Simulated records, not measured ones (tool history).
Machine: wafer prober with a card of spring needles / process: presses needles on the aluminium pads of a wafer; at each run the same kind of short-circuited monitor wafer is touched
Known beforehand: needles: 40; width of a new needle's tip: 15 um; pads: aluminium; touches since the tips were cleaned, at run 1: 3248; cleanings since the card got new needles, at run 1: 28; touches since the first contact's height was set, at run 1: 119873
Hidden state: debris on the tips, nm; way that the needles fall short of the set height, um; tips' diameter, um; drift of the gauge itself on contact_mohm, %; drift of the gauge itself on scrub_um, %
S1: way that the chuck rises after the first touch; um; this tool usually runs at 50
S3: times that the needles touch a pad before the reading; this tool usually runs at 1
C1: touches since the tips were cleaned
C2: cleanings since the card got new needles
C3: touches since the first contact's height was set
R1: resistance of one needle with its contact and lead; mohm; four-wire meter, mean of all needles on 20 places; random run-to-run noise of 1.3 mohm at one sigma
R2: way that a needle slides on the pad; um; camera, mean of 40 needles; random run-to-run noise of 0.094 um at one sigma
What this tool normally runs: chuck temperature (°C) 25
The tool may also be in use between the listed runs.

run 1 hour=0.0 | S1=50 chuck_temperature_(°C)=25 S3=1 | C1=3248 C2=28 C3=119873 | R1=111 R2=11.78
-- hour=2.0 tips cleaned on abrasive film
-- hour=12.4 tips cleaned on abrasive film
run 2 hour=13.3 | S1=50 chuck_temperature_(°C)=25 S3=1 | C1=385 C2=30 C3=125289 | R1=111 R2=11.80
-- hour=22.7 tips cleaned on abrasive film
-- hour=32.9 tips cleaned on abrasive film
run 3 hour=41.1 | S1=50 chuck_temperature_(°C)=25 S3=1 | C1=3388 C2=32 C3=136657 | R1=111 R2=11.75
-- hour=42.6 tips cleaned on abrasive film
-- hour=54.1 tips cleaned on abrasive film
-- hour=64.9 tips cleaned on abrasive film
run 4 hour=69.6 | S1=50 chuck_temperature_(°C)=25 S3=1 | C1=1900 C2=35 C3=148276 | R1=111 R2=11.65
-- hour=75.6 tips cleaned on abrasive film
-- hour=85.1 tips cleaned on abrasive film
-- hour=96.0 tips cleaned on abrasive film
run 5 hour=97.5 | S1=50 chuck_temperature_(°C)=25 S3=1 | C1=609 C2=38 C3=159677 | R1=113 R2=11.78
-- hour=106.6 tips cleaned on abrasive film
run 6 hour=115.2 | S1=50 chuck_temperature_(°C)=25 S3=1 | C1=3559 C2=39 C3=166951 | R1=111 R2=11.81
-- hour=117.5 tips cleaned on abrasive film
-- hour=127.5 tips cleaned on abrasive film
-- hour=137.2 tips cleaned on abrasive film
run 7 hour=137.2 | S1=50 chuck_temperature_(°C)=25 S3=1 | C1=0 C2=42 C3=175910 | R1=111 R2=11.71
-- hour=147.8 tips cleaned on abrasive film
run 8 hour=151.9 | S1=50 chuck_temperature_(°C)=25 S3=1 | C1=1712 C2=43 C3=181927 | R1=113 R2=11.93
-- hour=158.2 tips cleaned on abrasive film
-- hour=169.1 tips cleaned on abrasive film
run 9 hour=173.9 | S1=59 chuck_temperature_(°C)=25 S3=1 | C1=1969 C2=45 C3=190898 | R1=111 R2=13.74
-- hour=178.6 tips cleaned on abrasive film
-- hour=178.9 height of the first contact set anew
run 10 hour=187.1 | S1=59 chuck_temperature_(°C)=25 S3=1 | C1=3361 C2=46 C3=3361 | R1=111 R2=13.86
-- hour=188.6 tips cleaned on abrasive film
-- hour=200.3 tips cleaned on abrasive film
-- hour=209.9 tips cleaned on abrasive film
run 11 hour=212.6 | S1=50 chuck_temperature_(°C)=116 S3=1 | C1=1126 C2=49 C3=13764 | R1=125 R2=11.68
-- hour=220.9 tips cleaned on abrasive film
-- hour=232.1 tips cleaned on abrasive film
run 12 hour=234.3 | S1=50 chuck_temperature_(°C)=84 S3=1 | C1=936 C2=51 C3=22649 | R1=122 R2=11.90
-- hour=243.8 tips cleaned on abrasive film
-- hour=253.9 tips cleaned on abrasive film
run 13 hour=255.7 | S1=50 chuck_temperature_(°C)=84 S3=1 | C1=752 C2=53 C3=31377 | R1=120 R2=11.76
-- hour=265.0 tips cleaned on abrasive film
run 14 hour=271.9 | S1=50 chuck_temperature_(°C)=110 S3=1 | C1=2852 C2=54 C3=38005 | R1=127 R2=11.87
-- hour=275.2 tips cleaned on abrasive film
-- hour=286.8 tips cleaned on abrasive film
-- hour=298.2 tips cleaned on abrasive film
run 15 hour=299.4 | S1=50 chuck_temperature_(°C)=110 S3=1 | C1=487 C2=57 C3=49247 | R1=125 R2=11.64
-- hour=308.9 tips cleaned on abrasive film
run 16 hour=313.5 | S1=50 chuck_temperature_(°C)=110 S3=1 | C1=1902 C2=58 C3=55019 | R1=123 R2=11.77
-- hour=320.3 tips cleaned on abrasive film
-- hour=331.1 tips cleaned on abrasive film
run 17 hour=332.9 | S1=53 chuck_temperature_(°C)=91 S3=1 | C1=736 C2=60 C3=62933 | R1=122 R2=12.39
-- hour=341.9 tips cleaned on abrasive film
-- hour=353.2 tips cleaned on abrasive film
run 18 hour=354.7 | S1=34 chuck_temperature_(°C)=96 S3=1 | C1=621 C2=62 C3=71862 | R1=129 R2=7.94
-- hour=363.9 tips cleaned on abrasive film
-- hour=373.6 tips cleaned on abrasive film
run 19 hour=373.6 | S1=45 chuck_temperature_(°C)=96 S3=2 | C1=0 C2=64 C3=79547 | R1=125 R2=10.61
-- hour=384.6 tips cleaned on abrasive film
-- hour=396.0 tips cleaned on abrasive film
run 20 hour=399.9 | S1=45 chuck_temperature_(°C)=96 S3=2 | C1=1596 C2=66 C3=90314 | R1=127 R2=10.54
-- hour=406.6 tips cleaned on abrasive film
-- hour=416.1 tips cleaned on abrasive film
run 21 hour=423.9 | S1=40 chuck_temperature_(°C)=66 S3=1 | C1=3211 C2=68 C3=100142 | R1=124 R2=9.37
-- hour=426.2 tips cleaned on abrasive film
-- hour=437.0 tips cleaned on abrasive film
-- hour=447.7 tips cleaned on abrasive film
run 22 hour=449.4 | S1=40 chuck_temperature_(°C)=32 S3=2 | C1=697 C2=71 C3=110545 | R1=117 R2=9.23
-- hour=458.7 tips cleaned on abrasive film
-- hour=468.7 tips cleaned on abrasive film
run 23 hour=474.9 | S1=40 chuck_temperature_(°C)=32 S3=2 | C1=2556 C2=73 C3=120995 | R1=118 R2=9.33
-- hour=479.7 tips cleaned on abrasive film
-- hour=490.2 tips cleaned on abrasive film
-- hour=501.9 tips cleaned on abrasive film
run 24 hour=505.9 | S1=33 chuck_temperature_(°C)=77 S3=2 | C1=1644 C2=76 C3=133636 | R1=130 R2=7.77
-- hour=512.4 tips cleaned on abrasive film
-- hour=522.9 tips cleaned on abrasive film
-- hour=533.0 tips cleaned on abrasive film
run 25 hour=533.0 | S1=50 chuck_temperature_(°C)=25 S3=1 | C1=0 C2=79 C3=144688 | R1=114 R2=11.79
-- hour=543.1 tips cleaned on abrasive film
run 26 hour=550.8 | S1=50 chuck_temperature_(°C)=25 S3=1 | C1=3179 C2=80 C3=152020 | R1=113 R2=11.85
-- hour=554.7 tips cleaned on abrasive film
-- hour=564.8 tips cleaned on abrasive film
run 27 hour=572.8 | S1=56 chuck_temperature_(°C)=32 S3=1 | C1=3292 C2=82 C3=161000 | R1=113 R2=13.25
-- hour=575.3 tips cleaned on abrasive film
-- hour=585.1 tips cleaned on abrasive film
run 28 hour=585.9 | S1=67 chuck_temperature_(°C)=99 S3=3 | C1=329 C2=84 C3=166300 | R1=118 R2=15.88
-- hour=596.1 tips cleaned on abrasive film
-- hour=606.9 tips cleaned on abrasive film
run 29 hour=609.9 | S1=67 chuck_temperature_(°C)=99 S3=3 | C1=1235 C2=86 C3=176135 | R1=117 R2=15.89

Describe how what the log doesn't record of the tool's condition differs between the last listed run preceding each entry between runs and the first listed run following it.
Logged between run 1 and run 2: tips cleaned on abrasive film (hour 2.0); tips cleaned on abrasive film (hour 12.4)
  debris on the tips, nm: 0.3 -> 0.1
Logged between run 2 and run 3: tips cleaned on abrasive film (hour 22.7); tips cleaned on abrasive film (hour 32.9)
  debris on the tips, nm: 0.1 -> 0.3
Logged between run 3 and run 4: tips cleaned on abrasive film (hour 42.6); tips cleaned on abrasive film (hour 54.1); tips cleaned on abrasive film (hour 64.9)
  nothing in the hidden state changes from one run to the other
Logged between run 4 and run 5: tips cleaned on abrasive film (hour 75.6); tips cleaned on abrasive film (hour 85.1); tips cleaned on abrasive film (hour 96.0)
  debris on the tips, nm: 0.3 -> 0.1; way that the needles fall short of the set height, um: 0.02 -> 0.03
Logged between run 5 and run 6: tips cleaned on abrasive film (hour 106.6)
  debris on the tips, nm: 0.1 -> 0.3
Logged between run 6 and run 7: tips cleaned on abrasive film (hour 117.5); tips cleaned on abrasive film (hour 127.5); tips cleaned on abrasive film (hour 137.2)
  debris on the tips, nm: 0.3 -> 0
Logged between run 7 and run 8: tips cleaned on abrasive film (hour 147.8)
  debris on the tips, nm: 0 -> 0.2
Logged between run 8 and run 9: tips cleaned on abrasive film (hour 158.2); tips cleaned on abrasive film (hour 169.1)
  debris on the tips, nm: 0.2 -> 0.3
Logged between run 9 and run 10: tips cleaned on abrasive film (hour 178.6); height of the first contact set anew (hour 178.9)
  way that the needles fall short of the set height, um: 0.03 -> 0
Logged between run 10 and run 11: tips cleaned on abrasive film (hour 188.6); tips cleaned on abrasive film (hour 200.3); tips cleaned on abrasive film (hour 209.9)
  debris on the tips, nm: 0.3 -> 0.2
Logged between run 11 and run 12: tips cleaned on abrasive film (hour 220.9); tips cleaned on abrasive film (hour 232.1)
  nothing in the hidden state changes from one run to the other
Logged between run 12 and run 13: tips cleaned on abrasive film (hour 243.8); tips cleaned on abrasive film (hour 253.9)
  debris on the tips, nm: 0.2 -> 0.1
Logged between run 13 and run 14: tips cleaned on abrasive film (hour 265.0)
  debris on the tips, nm: 0.1 -> 0.3; way that the needles fall short of the set height, um: 0 -> 0.01
Logged between run 14 and run 15: tips cleaned on abrasive film (hour 275.2); tips cleaned on abrasive film (hour 286.8); tips cleaned on abrasive film (hour 298.2)
  debris on the tips, nm: 0.3 -> 0.1
Logged between run 15 and run 16: tips cleaned on abrasive film (hour 308.9)
  debris on the tips, nm: 0.1 -> 0.3
Logged between run 16 and run 17: tips cleaned on abrasive film (hour 320.3); tips cleaned on abrasive film (hour 331.1)
  debris on the tips, nm: 0.3 -> 0.1
Logged between run 17 and run 18: tips cleaned on abrasive film (hour 341.9); tips cleaned on abrasive film (hour 353.2)
  nothing in the hidden state changes from one run to the other
Logged between run 18 and run 19: tips cleaned on abrasive film (hour 363.9); tips cleaned on abrasive film (hour 373.6)
  debris on the tips, nm: 0.1 -> 0; tips' diameter, um: 15.01 -> 15.02
Logged between run 19 and run 20: tips cleaned on abrasive film (hour 384.6); tips cleaned on abrasive film (hour 396.0)
  debris on the tips, nm: 0 -> 0.2
Logged between run 20 and run 21: tips cleaned on abrasive film (hour 406.6); tips cleaned on abrasive film (hour 416.1)
  debris on the tips, nm: 0.2 -> 0.3; way that the needles fall short of the set height, um: 0.01 -> 0.02
Logged between run 21 and run 22: tips cleaned on abrasive film (hour 426.2); tips cleaned on abrasive film (hour 437.0); tips cleaned on abrasive film (hour 447.7)
  debris on the tips, nm: 0.3 -> 0.2
Logged between run 22 and run 23: tips cleaned on abrasive film (hour 458.7); tips cleaned on abrasive film (hour 468.7)
  debris on the tips, nm: 0.2 -> 0.3
Logged between run 23 and run 24: tips cleaned on abrasive film (hour 479.7); tips cleaned on abrasive film (hour 490.2); tips cleaned on abrasive film (hour 501.9)
  debris on the tips, nm: 0.3 -> 0.2
Logged between run 24 and run 25: tips cleaned on abrasive film (hour 512.4); tips cleaned on abrasive film (hour 522.9); tips cleaned on abrasive film (hour 533.0)
  debris on the tips, nm: 0.2 -> 0
Logged between run 25 and run 26: tips cleaned on abrasive film (hour 543.1)
  debris on the tips, nm: 0 -> 0.3
Logged between run 26 and run 27: tips cleaned on abrasive film (hour 554.7); tips cleaned on abrasive film (hour 564.8)
  way that the needles fall short of the set height, um: 0.02 -> 0.03
Logged between run 27 and run 28: tips cleaned on abrasive film (hour 575.3); tips cleaned on abrasive film (hour 585.1)
  debris on the tips, nm: 0.3 -> 0.1
Logged between run 28 and run 29: tips cleaned on abrasive film (hour 596.1); tips cleaned on abrasive film (hour 606.9)
  debris on the tips, nm: 0.1 -> 0.2
